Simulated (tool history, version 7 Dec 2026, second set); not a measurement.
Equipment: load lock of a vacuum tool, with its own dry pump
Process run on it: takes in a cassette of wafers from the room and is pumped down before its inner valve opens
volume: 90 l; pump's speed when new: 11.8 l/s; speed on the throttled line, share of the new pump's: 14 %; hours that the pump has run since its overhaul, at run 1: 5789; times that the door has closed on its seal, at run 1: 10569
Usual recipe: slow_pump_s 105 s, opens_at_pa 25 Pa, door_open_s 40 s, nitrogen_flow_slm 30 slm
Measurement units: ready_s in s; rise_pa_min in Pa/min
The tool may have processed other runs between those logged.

run,hour,slow_pump_s,opens_at_pa,door_open_s,nitrogen_flow_slm,hours that the pump has run since its overhaul,times that the door has closed on its seal,"incoming humidity of the room's air, %",ready_s,rise_pa_min
1,0.0,105,25,40,30,5789,10569,44.2,153.6,0.021
2,399.2,105,25,40,30,6188,11871,43.4,154.2,0.020
3,965.7,105,25,40,30,6754,13718,46.4,154.4,0.019
4,1368.8,105,25,40,31,7157,15032,44.6,154.0,0.018
5,1682.8,105,29,40,30,7471,16055,42.6,153.1,0.021
6,2179.9,105,29,40,30,7968,17676,45.5,153.3,0.023
7,2802.3,105,25,40,30,8591,19705,47.0,154.4,0.023
8,3284.1,105,25,40,30,9073,21275,42.3,153.9,0.015
9,3602.9,105,25,40,30,9391,22315,45.0,153.7,0.018
10,4110.0,105,25,40,30,9899,23967,46.2,154.0,0.017
11,4425.5,105,25,40,30,10214,24996,41.4,153.8,0.018
12,4724.0,105,25,40,30,10513,25969,46.1,154.1,0.020
13,5377.6,105,25,40,30,11166,28100,45.8,154.1,0.019
14,5841.1,105,41,141,30,11630,29611,45.0,149.9,0.042
15,6420.6,105,36,141,30,12209,31500,43.2,151.0,0.038
# hour 6647.9: dry pump taken out, an overhauled one fitted
16,7095.5,105,34,40,32,448,33680,48.4,151.2,0.022
17,7649.8,105,44,179,30,1002,35487,46.5,149.3,0.045
18,8061.6,74,43,49,5,1414,36830,44.6,122.8,0.040
19,8634.4,74,43,49,5,1986,38697,42.1,122.6,0.038
20,8957.0,181,43,49,5,2309,39749,42.5,215.7,0.035
21,9530.0,105,25,29,8,2882,41616,45.1,153.7,0.030
22,9853.5,71,25,29,8,3206,42671,48.4,124.5,0.026
23,10468.8,101,35,129,5,3821,44677,42.4,147.5,0.058
24,11052.2,79,36,40,30,4404,46579,41.3,128.3,0.021

3 options for the next run, each taken on its own from the tool as it stands now. Forecast them:
A,11441.7,79,29,92,30,4794,47849,44.0,?,?
B,11441.7,98,25,47,14,4794,47849,44.1,?,?
C,11441.7,53,25,46,30,4794,47849,43.1,?,?

run,ready_s,rise_pa_min
A,130.5,0.034
B,147.8,0.028
C,108.9,0.023
The same runs, with their run-to-run variation unchanged, on a tool lacking any hidden condition would have given:
run,ready_s,rise_pa_min
A,130.5,0.033
B,147.8,0.027
C,108.9,0.022

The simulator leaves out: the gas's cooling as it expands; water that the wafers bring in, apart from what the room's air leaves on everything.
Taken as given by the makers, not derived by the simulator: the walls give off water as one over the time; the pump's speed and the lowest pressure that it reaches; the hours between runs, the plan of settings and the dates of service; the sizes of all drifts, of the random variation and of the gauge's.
